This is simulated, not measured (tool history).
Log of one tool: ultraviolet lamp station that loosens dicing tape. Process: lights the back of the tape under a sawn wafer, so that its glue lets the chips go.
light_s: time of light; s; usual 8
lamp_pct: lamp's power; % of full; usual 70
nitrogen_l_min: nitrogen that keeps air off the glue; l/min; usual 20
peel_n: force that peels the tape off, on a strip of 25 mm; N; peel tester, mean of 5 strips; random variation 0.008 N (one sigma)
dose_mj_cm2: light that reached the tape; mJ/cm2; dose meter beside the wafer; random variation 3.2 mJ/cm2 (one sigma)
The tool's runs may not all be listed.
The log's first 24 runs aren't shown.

run	hour	light_s	lamp_pct	nitrogen_l_min	hours of work of the lamp	hours of work since the window was cleaned	peel_n	dose_mj_cm2
25	333.4	5	70	30	352	135	0.871	290
26	351.3	5	70	30	361	144	0.931	288
27	365.4	5	82	16	369	152	1.062	339
28	382.3	5	82	16	378	161	1.069	338
29	398.1	15	70	20	386	169	0.073	857
30	411.9	15	70	20	393	177	0.084	857
31	421.6	8	88	7	399	182	0.787	570
32	435.6	8	73	11	406	189	0.754	474
33	450.8	5	74	13	414	197	1.591	295
34	459.5	16	76	15	419	202	0.078	981

3 ways to go on from here, each from the tool as it stands after run 34. What would each give?
A	477	8	68	20	428	211	?	?
B	477	5	76	10	428	211	?	?
C	477	16	76	6	428	211	?	?

run	peel_n	dose_mj_cm2
A	0.507	436
B	1.919	301
C	0.226	980
Without the tool's hidden state the same runs would have given:
run	peel_n	dose_mj_cm2
A	0.356	497
B	1.56	343
C	0.157	1117

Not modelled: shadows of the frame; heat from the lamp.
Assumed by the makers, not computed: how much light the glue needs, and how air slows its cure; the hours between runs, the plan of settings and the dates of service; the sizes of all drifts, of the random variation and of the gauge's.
